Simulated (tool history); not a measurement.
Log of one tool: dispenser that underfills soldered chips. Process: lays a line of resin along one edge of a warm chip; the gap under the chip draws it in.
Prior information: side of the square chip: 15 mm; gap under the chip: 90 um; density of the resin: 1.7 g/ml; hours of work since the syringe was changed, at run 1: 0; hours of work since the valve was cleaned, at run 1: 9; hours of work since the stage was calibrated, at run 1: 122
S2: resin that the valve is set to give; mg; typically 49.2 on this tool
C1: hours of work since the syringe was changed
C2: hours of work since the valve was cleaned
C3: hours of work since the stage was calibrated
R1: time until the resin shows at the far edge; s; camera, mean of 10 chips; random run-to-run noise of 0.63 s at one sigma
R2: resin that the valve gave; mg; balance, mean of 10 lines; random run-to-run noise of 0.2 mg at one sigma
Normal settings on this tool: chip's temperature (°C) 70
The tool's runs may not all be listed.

Run 1, hour 0: usual settings; C1 0; C2 9; C3 122. Result: R1 57.1 s, R2 48.61 mg.
At hour 10.1: new syringe of resin.
Run 2, hour 10.3: usual settings; C1 0; C2 16; C3 129. Result: R1 57.5 s, R2 48.74 mg.
At hour 19.6: new syringe of resin.
Run 3, hour 19.6: usual settings but S2 60.2 mg; C1 0; C2 23; C3 135. Result: R1 54.8 s, R2 59.38 mg.
At hour 28.7: new syringe of resin.
Run 4, hour 28.7: usual settings; C1 0; C2 29; C3 141. Result: R1 56.2 s, R2 48.32 mg.
At hour 38.3: new syringe of resin.
Run 5, hour 43.2: usual settings; C1 3; C2 39; C3 152. Result: R1 70.6 s, R2 48.1 mg.
At hour 47.4: new syringe of resin.
Run 6, hour 52.2: usual settings; C1 3; C2 45; C3 158. Result: R1 68.5 s, R2 47.4 mg.
At hour 56.6: new syringe of resin.
Run 7, hour 64.3: usual settings; C1 5; C2 53; C3 166. Result: R1 79.9 s, R2 47.03 mg.
At hour 65.6: new syringe of resin.
At hour 72.7: dispensing valve cleaned and set on the balance.
At hour 75.6: new syringe of resin.
Run 8, hour 77.3: usual settings but S2 43.9 mg; C1 1; C2 3; C3 174. Result: R1 63.7 s, R2 43.82 mg.
At hour 84.6: new syringe of resin.
Run 9, hour 92.7: usual settings but S2 61.7 mg; C1 6; C2 14; C3 185. Result: R1 79.6 s, R2 61.24 mg.
At hour 93.8: new syringe of resin.
At hour 103.1: new syringe of resin.
Run 10, hour 107.3: usual settings but S2 57.3 mg; C1 3; C2 24; C3 195. Result: R1 65.8 s, R2 56.48 mg.
At hour 112.1: new syringe of resin.
Run 11, hour 117.7: usual settings but S2 57.3 mg; C1 4; C2 31; C3 202. Result: R1 72.1 s, R2 56.38 mg.
At hour 121.4: new syringe of resin.
At hour 130.3: new syringe of resin.
Run 12, hour 131.6: usual settings but S2 57.3 mg; C1 1; C2 40; C3 211. Result: R1 60.3 s, R2 55.68 mg.
At hour 139.9: new syringe of resin.
Run 13, hour 140.1: usual settings but S2 57.3 mg; C1 0; C2 46; C3 217. Result: R1 57.6 s, R2 55.06 mg.
At hour 149.5: new syringe of resin.
Run 14, hour 153: usual settings but S2 44.3 mg; C1 2; C2 55; C3 226. Result: R1 68.7 s, R2 42.4 mg.
At hour 158.5: dispensing valve cleaned and set on the balance.
At hour 160.2: new syringe of resin.
Run 15, hour 163.7: usual settings but S2 44.3 mg; C1 2; C2 3; C3 233. Result: R1 67.9 s, R2 44.49 mg.
At hour 169.4: new syringe of resin.
Run 16, hour 176.7: usual settings but S2 44.3 mg; C1 5; C2 12; C3 242. Result: R1 80.6 s, R2 43.97 mg.
At hour 178.5: new syringe of resin.
At hour 188.2: new syringe of resin.
Run 17, hour 193.1: usual settings but S2 44.3 mg; C1 4; C2 24; C3 253. Result: R1 75.5 s, R2 43.54 mg.
At hour 197.3: new syringe of resin.
At hour 206.4: new syringe of resin.
Run 18, hour 206.9: usual settings but chip's temperature (°C) 71, S2 44.5 mg; C1 0; C2 33; C3 262. Result: R1 58 s, R2 43.2 mg.
At hour 216.3: new syringe of resin.
Run 19, hour 220.4: usual settings but chip's temperature (°C) 59, S2 50.1 mg; C1 3; C2 42; C3 272. Result: R1 116.1 s, R2 48.27 mg.
At hour 225.6: new syringe of resin.
Run 20, hour 231.3: usual settings but chip's temperature (°C) 59, S2 50.1 mg; C1 4; C2 50; C3 279. Result: R1 125.7 s, R2 48.54 mg.
At hour 235.5: new syringe of resin.
Run 21, hour 241.4: usual settings but S2 60.4 mg; C1 4; C2 57; C3 286. Result: R1 71.6 s, R2 57.45 mg.
At hour 244.7: dispensing valve cleaned and set on the balance.
At hour 246: new syringe of resin.
At hour 255.7: new syringe of resin.
Run 22, hour 257.8: usual settings but S2 60.4 mg; C1 1; C2 9; C3 297. Result: R1 61.2 s, R2 60.01 mg.
At hour 265.3: new syringe of resin.
Run 23, hour 266.4: usual settings but chip's temperature (°C) 80, S2 47.8 mg; C1 1; C2 15; C3 303. Result: R1 38.7 s, R2 47.49 mg.
At hour 274.4: new syringe of resin.
Run 24, hour 274.4: usual settings but chip's temperature (°C) 59, S2 51.4 mg; C1 0; C2 20; C3 308. Result: R1 99.5 s, R2 50.71 mg.
Run 25, hour 282.3: usual settings but chip's temperature (°C) 56, S2 52.9 mg; C1 6; C2 26; C3 314. Result: R1 166.5 s, R2 52.1 mg.
At hour 283.9: new syringe of resin.
At hour 293.5: new syringe of resin.
Run 26, hour 294.6: usual settings but chip's temperature (°C) 56, S2 43.5 mg; C1 1; C2 34; C3 322. Result: R1 126.9 s, R2 42.4 mg.
At hour 302.6: new syringe of resin.
Run 27, hour 306.2: usual settings but chip's temperature (°C) 61, S2 59.6 mg; C1 2; C2 42; C3 330. Result: R1 101.9 s, R2 57.81 mg.
At hour 311.6: new syringe of resin.
Run 28, hour 314.6: usual settings but chip's temperature (°C) 76, S2 55.5 mg; C1 2; C2 48; C3 336. Result: R1 49.1 s, R2 54.03 mg.
At hour 321.2: new syringe of resin.
Run 29, hour 327.8: usual settings but chip's temperature (°C) 56, S2 63.1 mg; C1 5; C2 57; C3 345. Result: R1 150.6 s, R2 60.68 mg.
At hour 330.3: new syringe of resin.
At hour 331.3: dispensing valve cleaned and set on the balance.
Run 30, hour 336.9: usual settings but chip's temperature (°C) 57, S2 57.8 mg; C1 4; C2 4; C3 350. Result: R1 140.1 s, R2 57.71 mg.
At hour 340.3: new syringe of resin.
At hour 349.5: new syringe of resin.
At hour 351.5: stage's temperature calibrated.
Run 31, hour 352.6: usual settings but chip's temperature (°C) 77, S2 63.4 mg; C1 2; C2 14; C3 1. Result: R1 42.1 s, R2 63.27 mg.
At hour 360.4: new syringe of resin.
Run 32, hour 367.3: usual settings but chip's temperature (°C) 75, S2 51.2 mg; C1 5; C2 24; C3 11. Result: R1 59.9 s, R2 50.57 mg.
At hour 370.1: new syringe of resin.
Run 33, hour 375.6: usual settings but chip's temperature (°C) 75, S2 51.2 mg; C1 4; C2 30; C3 17. Result: R1 55.4 s, R2 50.15 mg.

Selected run-to-run steps in R1, each split into two signed amounts: the part the tool would show with no hidden state at all (from settings, incoming material and random variation), and the remainder, which goes to the hidden state together with any gauge scatter not common to the measured and the hidden-state-free results:
The tool's hidden condition here consists of: resin's viscosity, % of fresh resin's; dose that the valve gives, % of what is set; true chip temperature over the reading, C; drift of the gauge itself on fill_s, %; drift of the gauge itself on given_mg, %.
Run 24 -> 25: chip's temperature (°C) 59 -> 56, S2 51.4 -> 52.9. R1 +67 s: hidden state +49.4, all else +17.6.
Run 25 -> 26: S2 52.9 -> 43.5, new syringe of resin, new syringe of resin. R1 -39.6 s: hidden state -43.6, all else +4.
Run 28 -> 29: chip's temperature (°C) 76 -> 56, S2 55.5 -> 63.1, new syringe of resin. R1 +101.5 s: hidden state +37.1, all else +64.4.
Run 30 -> 31: chip's temperature (°C) 57 -> 77, S2 57.8 -> 63.4, new syringe of resin, new syringe of resin, stage's temperature calibrated. R1 -98 s: hidden state -35.1, all else -62.9.

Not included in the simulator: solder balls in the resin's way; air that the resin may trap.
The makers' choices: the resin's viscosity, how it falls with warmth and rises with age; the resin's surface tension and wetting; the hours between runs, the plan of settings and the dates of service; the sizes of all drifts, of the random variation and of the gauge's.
